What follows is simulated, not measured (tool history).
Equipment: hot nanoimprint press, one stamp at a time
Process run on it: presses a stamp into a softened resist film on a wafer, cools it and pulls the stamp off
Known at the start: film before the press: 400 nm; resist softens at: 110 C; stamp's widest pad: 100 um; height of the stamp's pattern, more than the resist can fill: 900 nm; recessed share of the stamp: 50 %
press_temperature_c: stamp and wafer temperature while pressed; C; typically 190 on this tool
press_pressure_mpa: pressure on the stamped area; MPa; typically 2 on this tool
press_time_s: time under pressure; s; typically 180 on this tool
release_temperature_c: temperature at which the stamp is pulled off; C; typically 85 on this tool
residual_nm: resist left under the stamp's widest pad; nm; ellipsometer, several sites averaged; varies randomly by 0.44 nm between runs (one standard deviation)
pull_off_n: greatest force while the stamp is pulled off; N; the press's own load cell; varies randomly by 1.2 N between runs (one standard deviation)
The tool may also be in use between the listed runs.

| run | hour | press_temperature_c | press_pressure_mpa | press_time_s | release_temperature_c | residual_nm | pull_off_n |
|---|---|---|---|---|---|---|---|
| 1 | 0 | 190 | 2 | 180 | 85 | 147.9 | 160 |
| 2 | 11.1 | 190 | 2 | 180 | 85 | 147.2 | 160 |
| 3 | 19.5 | 190 | 2 | 180 | 85 | 147.7 | 160 |
| 4 | 29.1 | 190 | 2 | 180 | 85 | 147 | 158 |
| 5 | 41.1 | 190 | 2 | 180 | 85 | 147.6 | 160 |
|  | 53.1 | stamp cleaned and given a new release coat |
| 6 | 59.5 | 190 | 2 | 180 | 85 | 148.2 | 158 |
| 7 | 68.7 | 190 | 2 | 180 | 85 | 147.7 | 157 |
| 8 | 78.2 | 190 | 1.9 | 180 | 85 | 151.3 | 159 |
| 9 | 89.9 | 190 | 1.9 | 180 | 85 | 151.3 | 157 |
| 10 | 101.4 | 190 | 1.9 | 180 | 85 | 150.9 | 162 |
| 11 | 112 | 190 | 1.9 | 180 | 85 | 151.2 | 157 |
| 12 | 118.5 | 190 | 1.26 | 180 | 85 | 183.7 | 156 |
| 13 | 127.1 | 194 | 1.26 | 180 | 85 | 155.9 | 161 |
| 14 | 134.3 | 180 | 1.88 | 334 | 79 | 190.7 | 167 |
| 15 | 145.4 | 180 | 1.88 | 334 | 79 | 189.4 | 168 |
| 16 | 157.8 | 195 | 2 | 226 | 74 | 108 | 173 |
| 17 | 163.5 | 190 | 1.34 | 152 | 85 | 190.1 | 159 |
| 18 | 169.7 | 190 | 1.89 | 237 | 87 | 135.9 | 157 |
| 19 | 180.1 | 194 | 2 | 180 | 81 | 123.6 | 165 |
| 20 | 187.7 | 190 | 2.19 | 180 | 85 | 141 | 160 |
| 21 | 193.1 | 190 | 2.19 | 180 | 85 | 140.9 | 156 |
| 22 | 200.3 | 189 | 3.04 | 323 | 85 | 98.3 | 159 |
| 23 | 212.8 | 190 | 1.52 | 180 | 85 | 168.5 | 159 |

Predict each of these 3 candidate next runs independently; none follows another, all start after run 23:
| A | 221.1 | 190 | 1.7 | 138 | 85 | ? | ? |
| B | 221.1 | 190 | 1.7 | 180 | 85 | ? | ? |
| C | 221.1 | 181 | 1.52 | 180 | 85 | ? | ? |

| run | residual_nm | pull_off_n |
|---|---|---|
| A | 177.2 | 159 |
| B | 159.4 | 159 |
| C | 243.9 | 162 |
What these runs would have given with no unlogged condition in the tool:
| run | residual_nm | pull_off_n |
|---|---|---|
| A | 177.3 | 159 |
| B | 159.5 | 158 |
| C | 244 | 161 |

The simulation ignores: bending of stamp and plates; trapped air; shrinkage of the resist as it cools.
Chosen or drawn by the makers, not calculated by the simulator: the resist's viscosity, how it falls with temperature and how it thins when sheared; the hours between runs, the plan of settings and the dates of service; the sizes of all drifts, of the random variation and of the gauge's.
